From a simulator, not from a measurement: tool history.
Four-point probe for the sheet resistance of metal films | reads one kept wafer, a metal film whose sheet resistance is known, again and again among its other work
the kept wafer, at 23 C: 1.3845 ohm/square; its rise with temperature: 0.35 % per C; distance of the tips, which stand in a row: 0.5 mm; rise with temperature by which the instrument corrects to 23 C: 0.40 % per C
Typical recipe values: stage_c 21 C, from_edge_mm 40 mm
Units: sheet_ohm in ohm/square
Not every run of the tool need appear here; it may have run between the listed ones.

{"run": 1, "hour": 0.0, "stage_c": 21, "from_edge_mm": 40, "sheet_ohm": 1.392061}
{"run": 2, "hour": 17.5, "stage_c": 26, "from_edge_mm": 40, "sheet_ohm": 1.389379}
{"run": 3, "hour": 31.4, "stage_c": 26, "from_edge_mm": 40, "sheet_ohm": 1.389796}
{"run": 4, "hour": 58.9, "stage_c": 29, "from_edge_mm": 40, "sheet_ohm": 1.38779}
{"run": 5, "hour": 88.2, "stage_c": 29, "from_edge_mm": 40, "sheet_ohm": 1.387872}
{"run": 6, "hour": 108.0, "stage_c": 21, "from_edge_mm": 4, "sheet_ohm": 1.404548}
{"run": 7, "hour": 130.3, "stage_c": 27, "from_edge_mm": 40, "sheet_ohm": 1.389353}
{"run": 8, "hour": 156.5, "stage_c": 27, "from_edge_mm": 23, "sheet_ohm": 1.389858}
{"run": 9, "hour": 182.9, "stage_c": 27, "from_edge_mm": 23, "sheet_ohm": 1.390556}
{"run": 10, "hour": 197.1, "stage_c": 21, "from_edge_mm": 16, "sheet_ohm": 1.394637}
{"run": 11, "hour": 220.1, "stage_c": 19, "from_edge_mm": 40, "sheet_ohm": 1.395598}
{"run": 12, "hour": 242.5, "stage_c": 19, "from_edge_mm": 40, "sheet_ohm": 1.395212}
{"run": 13, "hour": 256.4, "stage_c": 21, "from_edge_mm": 40, "sheet_ohm": 1.394056}
{"run": 14, "hour": 285.6, "stage_c": 21, "from_edge_mm": 40, "sheet_ohm": 1.394153}
{"run": 15, "hour": 306.8, "stage_c": 21, "from_edge_mm": 40, "sheet_ohm": 1.394796}
{"run": 16, "hour": 330.8, "stage_c": 21, "from_edge_mm": 40, "sheet_ohm": 1.394935}
{"run": 17, "hour": 361.6, "stage_c": 21, "from_edge_mm": 40, "sheet_ohm": 1.394816}
{"run": 18, "hour": 381.5, "stage_c": 23, "from_edge_mm": 40, "sheet_ohm": 1.393531}
{"run": 19, "hour": 412.2, "stage_c": 23, "from_edge_mm": 67, "sheet_ohm": 1.393863}
{"run": 20, "hour": 440.5, "stage_c": 20, "from_edge_mm": 40, "sheet_ohm": 1.395904}
{"run": 21, "hour": 469.0, "stage_c": 21, "from_edge_mm": 6, "sheet_ohm": 1.400655}
{"run": 22, "hour": 490.2, "stage_c": 21, "from_edge_mm": 40, "sheet_ohm": 1.395779}
{"run": 23, "hour": 520.3, "stage_c": 21, "from_edge_mm": 40, "sheet_ohm": 1.395851}
{"run": 24, "hour": 541.1, "stage_c": 21, "from_edge_mm": 40, "sheet_ohm": 1.396373}
{"run": 25, "hour": 564.6, "stage_c": 29, "from_edge_mm": 8, "sheet_ohm": 1.393791}
{"run": 26, "hour": 586.5, "stage_c": 31, "from_edge_mm": 40, "sheet_ohm": 1.390497}
{"hour": 589.5, "done": "stage's thermometer calibrated"}
{"run": 27, "hour": 616.9, "stage_c": 31, "from_edge_mm": 40, "sheet_ohm": 1.390484}
{"run": 28, "hour": 629.9, "stage_c": 31, "from_edge_mm": 40, "sheet_ohm": 1.390685}
{"run": 29, "hour": 653.8, "stage_c": 31, "from_edge_mm": 40, "sheet_ohm": 1.390142}
{"hour": 664.5, "done": "stage's thermometer calibrated, once more"}
{"run": 30, "hour": 681.3, "stage_c": 26, "from_edge_mm": 6, "sheet_ohm": 1.397758}
{"run": 31, "hour": 700.6, "stage_c": 26, "from_edge_mm": 6, "sheet_ohm": 1.397222}
{"run": 32, "hour": 722.8, "stage_c": 23, "from_edge_mm": 3, "sheet_ohm": 1.415302}
{"run": 33, "hour": 752.1, "stage_c": 30, "from_edge_mm": 3, "sheet_ohm": 1.411205}
{"run": 34, "hour": 778.3, "stage_c": 28, "from_edge_mm": 3, "sheet_ohm": 1.412566}
{"run": 35, "hour": 808.6, "stage_c": 24, "from_edge_mm": 18, "sheet_ohm": 1.394813}
{"run": 36, "hour": 830.9, "stage_c": 24, "from_edge_mm": 18, "sheet_ohm": 1.395183}
{"run": 37, "hour": 845.3, "stage_c": 20, "from_edge_mm": 40, "sheet_ohm": 1.397697}
{"run": 38, "hour": 866.0, "stage_c": 24, "from_edge_mm": 40, "sheet_ohm": 1.395353}
{"run": 39, "hour": 891.7, "stage_c": 22, "from_edge_mm": 33, "sheet_ohm": 1.396686}
{"run": 40, "hour": 912.7, "stage_c": 22, "from_edge_mm": 33, "sheet_ohm": 1.396939}
{"run": 41, "hour": 926.4, "stage_c": 22, "from_edge_mm": 33, "sheet_ohm": 1.396844}
{"run": 42, "hour": 940.2, "stage_c": 25, "from_edge_mm": 4, "sheet_ohm": 1.406423}
{"run": 43, "hour": 960.9, "stage_c": 18, "from_edge_mm": 11, "sheet_ohm": 1.400882}
{"run": 44, "hour": 988.6, "stage_c": 29, "from_edge_mm": 14, "sheet_ohm": 1.393521}
{"run": 45, "hour": 1016.6, "stage_c": 30, "from_edge_mm": 10, "sheet_ohm": 1.394429}
{"run": 46, "hour": 1034.2, "stage_c": 21, "from_edge_mm": 34, "sheet_ohm": 1.39833}

For some of the steps in sheet_ohm from one run to the next: how much would appear even if the tool had no hidden state, given the settings, what came in and random variation, and how much remains for the hidden state plus any gauge scatter that the measured result and the result without hidden state don't share?
Unlogged tool condition in this case: inner tips' distance over the nominal, %; tips' flats over new ones', %; wafer's true temperature over the reading, C; drift of the gauge itself on sheet_ohm, %.
Run 5 -> 6: stage_c 29 -> 21, from_edge_mm 40 -> 4. sheet_ohm +0.016676 ohm/square: hidden state +0.00021, all else +0.016466.
Run 26 -> 27: stage's thermometer calibrated. sheet_ohm -0.000013 ohm/square: hidden state +0.00053, all else -0.000543.
Run 29 -> 30: stage_c 31 -> 26, from_edge_mm 40 -> 6, stage's thermometer calibrated, once more. sheet_ohm +0.007616 ohm/square: hidden state -0.001398, all else +0.009014.
Run 31 -> 32: stage_c 26 -> 23, from_edge_mm 6 -> 3. sheet_ohm +0.01808 ohm/square: hidden state +0.000263, all else +0.017817.
Run 34 -> 35: stage_c 28 -> 24, from_edge_mm 3 -> 18. sheet_ohm -0.017753 ohm/square: hidden state +0.000089, all else -0.017842.
